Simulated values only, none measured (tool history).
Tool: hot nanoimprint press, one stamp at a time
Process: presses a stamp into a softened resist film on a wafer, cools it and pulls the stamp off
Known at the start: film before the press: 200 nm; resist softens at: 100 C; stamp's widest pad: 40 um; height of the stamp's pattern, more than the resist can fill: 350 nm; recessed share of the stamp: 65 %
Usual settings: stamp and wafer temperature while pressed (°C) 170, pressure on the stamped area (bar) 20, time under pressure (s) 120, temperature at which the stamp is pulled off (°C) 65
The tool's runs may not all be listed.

run,hour,stamp and wafer temperature while pressed (°C),pressure on the stamped area (bar),time under pressure (s),temperature at which the stamp is pulled off (°C),resist left under the stamp's widest pad (nm),greatest force while the stamp is pulled off (N)
1,0,170,20,120,65,103.7,154
2,6.2,170,13.9,120,65,123,152
3,12.1,170,20,120,64,102.6,147
4,17.6,170,20,120,64,102.9,149
5,24.4,170,20,120,64,102.9,159
6,32.8,170,20,120,59,102.9,172
7,41,170,20,120,65,102.4,146
8,46.2,170,20,120,65,102.8,145
9,53.3,179,20,120,65,80.2,154
10,60.5,169,20,120,65,104.9,146
# hour 64.9: plate thermocouple calibrated
11,71.6,169,20,120,65,104.4,148
12,78.1,169,20,120,65,103.7,148
13,84.7,177,12.2,120,65,107.8,150
14,90.2,177,12.2,120,65,107.7,150
15,95.5,162,12.2,154,71,141,125
16,99.9,170,26.6,120,65,86.6,146
# hour 105.9: gauge calibrated
17,105.9,174,20.6,82,64,103.6,159
18,110.4,174,20.6,82,64,103.4,147
19,116.4,174,28.6,202,58,62.6,184
20,120.7,174,28.6,202,58,63.1,177
21,128.1,170,20,138,68,98,141
22,134.5,169,15.1,138,67,114.9,140

Forecast each of these 3 alternatives for the next run:
A,142.5,168,20,120,65,?,?
B,142.5,173,15.1,138,67,?,?
C,142.5,179,19.6,77,67,?,?

run,resist left under the stamp's widest pad (nm),greatest force while the stamp is pulled off (N)
A,107,147
B,104,146
C,94.8,146
Without the tool's hidden state the same runs would have given:
run,resist left under the stamp's widest pad (nm),greatest force while the stamp is pulled off (N)
A,107.9,147
B,104.8,146
C,95.5,146
